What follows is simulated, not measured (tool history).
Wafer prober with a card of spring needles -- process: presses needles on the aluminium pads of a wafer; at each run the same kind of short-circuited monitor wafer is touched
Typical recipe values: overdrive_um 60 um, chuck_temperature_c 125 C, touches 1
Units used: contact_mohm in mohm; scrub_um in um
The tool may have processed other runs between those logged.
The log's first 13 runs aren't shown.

| run | hour | overdrive_um | chuck_temperature_c | touches | contact_mohm | scrub_um |
|---|---|---|---|---|---|---|
|  | 246.1 | tips cleaned on abrasive film |
| 14 | 256.0 | 60 | 125 | 3 | 252 | 7.730 |
|  | 262.8 | tips cleaned on abrasive film |
|  | 278.2 | tips cleaned on abrasive film |
| 15 | 280.7 | 78 | 125 | 3 | 242 | 10.064 |
| 16 | 292.0 | 57 | 125 | 3 | 253 | 7.347 |
|  | 293.6 | tips cleaned on abrasive film |
| 17 | 306.9 | 72 | 125 | 1 | 247 | 9.282 |
|  | 308.9 | tips cleaned on abrasive film |
|  | 319.1 | height of the first contact set anew |
| 18 | 321.0 | 74 | 125 | 2 | 246 | 9.543 |
|  | 324.2 | tips cleaned on abrasive film |
|  | 340.4 | tips cleaned on abrasive film |
| 19 | 347.1 | 40 | 120 | 1 | 264 | 5.159 |
|  | 356.0 | tips cleaned on abrasive film |
|  | 371.2 | tips cleaned on abrasive film |
| 20 | 372.9 | 40 | 120 | 1 | 263 | 5.148 |
|  | 386.5 | tips cleaned on abrasive film |
| 21 | 386.5 | 72 | 120 | 1 | 244 | 9.291 |
| 22 | 401.0 | 58 | 29 | 3 | 223 | 7.480 |
|  | 402.2 | tips cleaned on abrasive film |
| 23 | 414.9 | 43 | 125 | 3 | 265 | 5.553 |
|  | 418.5 | tips cleaned on abrasive film |
|  | 426.7 | height of the first contact set anew |
|  | 433.6 | tips cleaned on abrasive film |
| 24 | 441.4 | 43 | 125 | 3 | 263 | 5.550 |
|  | 449.4 | tips cleaned on abrasive film |
|  | 465.2 | tips cleaned on abrasive film |
| 25 | 466.3 | 43 | 125 | 3 | 264 | 5.548 |
| 26 | 477.7 | 76 | 125 | 1 | 246 | 9.796 |
|  | 481.6 | tips cleaned on abrasive film |
|  | 497.3 | tips cleaned on abrasive film |
| 27 | 498.1 | 76 | 43 | 3 | 221 | 9.803 |
|  | 512.8 | tips cleaned on abrasive film |
| 28 | 513.9 | 76 | 43 | 3 | 223 | 9.797 |
|  | 527.9 | tips cleaned on abrasive film |
|  | 533.3 | height of the first contact set anew |
| 29 | 534.1 | 76 | 43 | 3 | 221 | 9.804 |
|  | 544.0 | tips cleaned on abrasive film |
| 30 | 554.9 | 76 | 43 | 3 | 224 | 9.800 |
|  | 559.3 | tips cleaned on abrasive film |
|  | 574.0 | tips cleaned on abrasive film |
| 31 | 576.5 | 73 | 98 | 3 | 242 | 9.424 |
|  | 590.0 | tips cleaned on abrasive film |
| 32 | 599.9 | 75 | 35 | 1 | 222 | 9.675 |

Below are 4 alternative next runs, each starting from the tool's condition after run 32. Predict each:
|  | 604.6 | tips cleaned on abrasive film |
|  | 619.6 | tips cleaned on abrasive film |
| A | 621.9 | 48 | 47 | 2 | ? | ? |
|  | 604.6 | tips cleaned on abrasive film |
|  | 619.6 | tips cleaned on abrasive film |
| B | 621.9 | 42 | 76 | 1 | ? | ? |
|  | 604.6 | tips cleaned on abrasive film |
|  | 619.6 | tips cleaned on abrasive film |
| C | 621.9 | 75 | 50 | 3 | ? | ? |
|  | 604.6 | tips cleaned on abrasive film |
|  | 619.6 | tips cleaned on abrasive film |
| D | 621.9 | 72 | 125 | 1 | ? | ? |

| run | contact_mohm | scrub_um |
|---|---|---|
| A | 236 | 6.189 |
| B | 249 | 5.418 |
| C | 225 | 9.677 |
| D | 243 | 9.286 |
Without the tool's unlogged condition, the same runs would have read:
| run | contact_mohm | scrub_um |
|---|---|---|
| A | 236 | 6.189 |
| B | 248 | 5.418 |
| C | 225 | 9.677 |
| D | 243 | 9.286 |
